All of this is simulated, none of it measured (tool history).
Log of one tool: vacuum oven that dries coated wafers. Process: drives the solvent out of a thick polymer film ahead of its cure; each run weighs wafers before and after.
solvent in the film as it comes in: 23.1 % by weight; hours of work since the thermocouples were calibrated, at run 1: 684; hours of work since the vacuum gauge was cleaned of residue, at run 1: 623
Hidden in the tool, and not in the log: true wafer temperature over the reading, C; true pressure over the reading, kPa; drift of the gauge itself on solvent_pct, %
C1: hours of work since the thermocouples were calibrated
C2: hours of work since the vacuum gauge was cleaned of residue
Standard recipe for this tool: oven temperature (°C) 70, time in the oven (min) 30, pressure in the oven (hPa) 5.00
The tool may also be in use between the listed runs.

run 1 hour=0.0 | oven_temperature_(°C)=70 time_in_the_oven_(min)=30 pressure_in_the_oven_(hPa)=5.00 | C1=684 C2=623 | solvent_left_in_the_film_(%)=3.28
run 2 hour=16.7 | oven_temperature_(°C)=70 time_in_the_oven_(min)=30 pressure_in_the_oven_(hPa)=5.00 | C1=696 C2=635 | solvent_left_in_the_film_(%)=3.41
run 3 hour=41.3 | oven_temperature_(°C)=70 time_in_the_oven_(min)=30 pressure_in_the_oven_(hPa)=5.00 | C1=714 C2=653 | solvent_left_in_the_film_(%)=3.33
run 4 hour=69.3 | oven_temperature_(°C)=70 time_in_the_oven_(min)=30 pressure_in_the_oven_(hPa)=5.00 | C1=734 C2=673 | solvent_left_in_the_film_(%)=3.35
run 5 hour=101.2 | oven_temperature_(°C)=73 time_in_the_oven_(min)=30 pressure_in_the_oven_(hPa)=5.00 | C1=757 C2=696 | solvent_left_in_the_film_(%)=2.50
run 6 hour=133.3 | oven_temperature_(°C)=73 time_in_the_oven_(min)=30 pressure_in_the_oven_(hPa)=5.00 | C1=780 C2=719 | solvent_left_in_the_film_(%)=2.47
run 7 hour=149.8 | oven_temperature_(°C)=73 time_in_the_oven_(min)=30 pressure_in_the_oven_(hPa)=5.00 | C1=792 C2=731 | solvent_left_in_the_film_(%)=2.44
run 8 hour=180.9 | oven_temperature_(°C)=73 time_in_the_oven_(min)=30 pressure_in_the_oven_(hPa)=5.00 | C1=814 C2=754 | solvent_left_in_the_film_(%)=2.53
run 9 hour=205.0 | oven_temperature_(°C)=70 time_in_the_oven_(min)=30 pressure_in_the_oven_(hPa)=10.27 | C1=832 C2=771 | solvent_left_in_the_film_(%)=3.59
run 10 hour=225.0 | oven_temperature_(°C)=70 time_in_the_oven_(min)=30 pressure_in_the_oven_(hPa)=13.93 | C1=846 C2=785 | solvent_left_in_the_film_(%)=3.63
run 11 hour=248.6 | oven_temperature_(°C)=70 time_in_the_oven_(min)=30 pressure_in_the_oven_(hPa)=13.93 | C1=863 C2=802 | solvent_left_in_the_film_(%)=3.73
run 12 hour=277.8 | oven_temperature_(°C)=70 time_in_the_oven_(min)=30 pressure_in_the_oven_(hPa)=13.93 | C1=884 C2=824 | solvent_left_in_the_film_(%)=3.76
run 13 hour=291.7 | oven_temperature_(°C)=70 time_in_the_oven_(min)=30 pressure_in_the_oven_(hPa)=13.93 | C1=894 C2=834 | solvent_left_in_the_film_(%)=3.74
run 14 hour=315.2 | oven_temperature_(°C)=70 time_in_the_oven_(min)=30 pressure_in_the_oven_(hPa)=13.93 | C1=911 C2=851 | solvent_left_in_the_film_(%)=3.67
run 15 hour=343.8 | oven_temperature_(°C)=70 time_in_the_oven_(min)=43 pressure_in_the_oven_(hPa)=5.00 | C1=932 C2=871 | solvent_left_in_the_film_(%)=1.74
run 16 hour=371.5 | oven_temperature_(°C)=61 time_in_the_oven_(min)=30 pressure_in_the_oven_(hPa)=5.00 | C1=952 C2=891 | solvent_left_in_the_film_(%)=6.86
run 17 hour=402.0 | oven_temperature_(°C)=70 time_in_the_oven_(min)=30 pressure_in_the_oven_(hPa)=5.00 | C1=974 C2=913 | solvent_left_in_the_film_(%)=3.39
run 18 hour=426.1 | oven_temperature_(°C)=70 time_in_the_oven_(min)=30 pressure_in_the_oven_(hPa)=5.00 | C1=991 C2=930 | solvent_left_in_the_film_(%)=3.38
run 19 hour=441.2 | oven_temperature_(°C)=70 time_in_the_oven_(min)=30 pressure_in_the_oven_(hPa)=5.00 | C1=1002 C2=941 | solvent_left_in_the_film_(%)=3.46
run 20 hour=461.4 | oven_temperature_(°C)=70 time_in_the_oven_(min)=30 pressure_in_the_oven_(hPa)=5.00 | C1=1017 C2=956 | solvent_left_in_the_film_(%)=3.40
run 21 hour=488.3 | oven_temperature_(°C)=70 time_in_the_oven_(min)=30 pressure_in_the_oven_(hPa)=5.00 | C1=1036 C2=975 | solvent_left_in_the_film_(%)=3.43
run 22 hour=515.7 | oven_temperature_(°C)=70 time_in_the_oven_(min)=30 pressure_in_the_oven_(hPa)=5.00 | C1=1056 C2=995 | solvent_left_in_the_film_(%)=3.48
run 23 hour=532.3 | oven_temperature_(°C)=70 time_in_the_oven_(min)=30 pressure_in_the_oven_(hPa)=5.00 | C1=1068 C2=1007 | solvent_left_in_the_film_(%)=3.47
run 24 hour=559.5 | oven_temperature_(°C)=70 time_in_the_oven_(min)=30 pressure_in_the_oven_(hPa)=5.00 | C1=1087 C2=1027 | solvent_left_in_the_film_(%)=3.32
run 25 hour=580.8 | oven_temperature_(°C)=70 time_in_the_oven_(min)=30 pressure_in_the_oven_(hPa)=5.00 | C1=1103 C2=1042 | solvent_left_in_the_film_(%)=3.50
run 26 hour=596.5 | oven_temperature_(°C)=70 time_in_the_oven_(min)=30 pressure_in_the_oven_(hPa)=5.00 | C1=1114 C2=1053 | solvent_left_in_the_film_(%)=3.58
run 27 hour=626.1 | oven_temperature_(°C)=70 time_in_the_oven_(min)=30 pressure_in_the_oven_(hPa)=5.00 | C1=1135 C2=1075 | solvent_left_in_the_film_(%)=3.54
run 28 hour=658.8 | oven_temperature_(°C)=70 time_in_the_oven_(min)=30 pressure_in_the_oven_(hPa)=5.00 | C1=1159 C2=1098 | solvent_left_in_the_film_(%)=3.50
run 29 hour=683.9 | oven_temperature_(°C)=70 time_in_the_oven_(min)=17 pressure_in_the_oven_(hPa)=7.47 | C1=1177 C2=1116 | solvent_left_in_the_film_(%)=7.27
run 30 hour=702.3 | oven_temperature_(°C)=70 time_in_the_oven_(min)=44 pressure_in_the_oven_(hPa)=7.47 | C1=1190 C2=1130 | solvent_left_in_the_film_(%)=1.81
run 31 hour=726.2 | oven_temperature_(°C)=70 time_in_the_oven_(min)=44 pressure_in_the_oven_(hPa)=7.47 | C1=1208 C2=1147 | solvent_left_in_the_film_(%)=1.82
run 32 hour=749.8 | oven_temperature_(°C)=80 time_in_the_oven_(min)=41 pressure_in_the_oven_(hPa)=5.00 | C1=1225 C2=1164 | solvent_left_in_the_film_(%)=0.58
run 33 hour=770.8 | oven_temperature_(°C)=83 time_in_the_oven_(min)=41 pressure_in_the_oven_(hPa)=17.78 | C1=1240 C2=1179 | solvent_left_in_the_film_(%)=0.61
run 34 hour=788.8 | oven_temperature_(°C)=60 time_in_the_oven_(min)=40 pressure_in_the_oven_(hPa)=17.78 | C1=1253 C2=1192 | solvent_left_in_the_film_(%)=6.26
run 35 hour=804.5 | oven_temperature_(°C)=70 time_in_the_oven_(min)=30 pressure_in_the_oven_(hPa)=5.00 | C1=1264 C2=1203 | solvent_left_in_the_film_(%)=3.51
run 36 hour=826.7 | oven_temperature_(°C)=66 time_in_the_oven_(min)=30 pressure_in_the_oven_(hPa)=5.00 | C1=1280 C2=1219 | solvent_left_in_the_film_(%)=4.94
run 37 hour=844.7 | oven_temperature_(°C)=70 time_in_the_oven_(min)=30 pressure_in_the_oven_(hPa)=4.29 | C1=1293 C2=1232 | solvent_left_in_the_film_(%)=3.57
run 38 hour=866.3 | oven_temperature_(°C)=68 time_in_the_oven_(min)=35 pressure_in_the_oven_(hPa)=4.86 | C1=1309 C2=1248 | solvent_left_in_the_film_(%)=3.40
run 39 hour=888.4 | oven_temperature_(°C)=75 time_in_the_oven_(min)=22 pressure_in_the_oven_(hPa)=4.86 | C1=1324 C2=1264 | solvent_left_in_the_film_(%)=3.75
run 40 hour=920.5 | oven_temperature_(°C)=75 time_in_the_oven_(min)=22 pressure_in_the_oven_(hPa)=4.86 | C1=1348 C2=1287 | solvent_left_in_the_film_(%)=3.62
run 41 hour=935.0 | oven_temperature_(°C)=73 time_in_the_oven_(min)=18 pressure_in_the_oven_(hPa)=6.31 | C1=1358 C2=1297 | solvent_left_in_the_film_(%)=5.72
run 42 hour=952.4 | oven_temperature_(°C)=57 time_in_the_oven_(min)=22 pressure_in_the_oven_(hPa)=2.53 | C1=1371 C2=1310 | solvent_left_in_the_film_(%)=10.70
run 43 hour=968.8 | oven_temperature_(°C)=65 time_in_the_oven_(min)=17 pressure_in_the_oven_(hPa)=12.09 | C1=1382 C2=1322 | solvent_left_in_the_film_(%)=9.29
run 44 hour=984.9 | oven_temperature_(°C)=65 time_in_the_oven_(min)=17 pressure_in_the_oven_(hPa)=12.09 | C1=1394 C2=1333 | solvent_left_in_the_film_(%)=9.43
run 45 hour=1009.2 | oven_temperature_(°C)=72 time_in_the_oven_(min)=27 pressure_in_the_oven_(hPa)=13.83 | C1=1412 C2=1351 | solvent_left_in_the_film_(%)=3.81
run 46 hour=1026.8 | oven_temperature_(°C)=82 time_in_the_oven_(min)=27 pressure_in_the_oven_(hPa)=5.32 | C1=1424 C2=1364 | solvent_left_in_the_film_(%)=1.08
run 47 hour=1060.9 | oven_temperature_(°C)=70 time_in_the_oven_(min)=30 pressure_in_the_oven_(hPa)=5.32 | C1=1449 C2=1388 | solvent_left_in_the_film_(%)=3.67
run 48 hour=1092.4 | oven_temperature_(°C)=70 time_in_the_oven_(min)=36 pressure_in_the_oven_(hPa)=8.48 | C1=1472 C2=1411 | solvent_left_in_the_film_(%)=2.76

Some steps in solvent left in the film (%), run to run, broken into two amounts with sign: the step expected even without the hidden condition (settings, incoming material, random variation), and the rest, left for the hidden condition together with whatever gauge scatter is not in both the measured and the hidden-condition-free result:
Run 29 -> 30: time in the oven (min) 17 -> 44. solvent left in the film (%) -5.46: hidden state -0.16, all else -5.30.
Run 33 -> 34: oven temperature (°C) 83 -> 60, time in the oven (min) 41 -> 40. solvent left in the film (%) +5.65: hidden state +0.47, all else +5.18.
Run 44 -> 45: oven temperature (°C) 65 -> 72, time in the oven (min) 17 -> 27, pressure in the oven (hPa) 12.09 -> 13.83. solvent left in the film (%) -5.62: hidden state -0.08, all else -5.54.
Run 45 -> 46: oven temperature (°C) 72 -> 82, pressure in the oven (hPa) 13.83 -> 5.32. solvent left in the film (%) -2.73: hidden state -0.24, all else -2.49.
Run 46 -> 47: oven temperature (°C) 82 -> 70, time in the oven (min) 27 -> 30. solvent left in the film (%) +2.59: hidden state +0.27, all else +2.32.
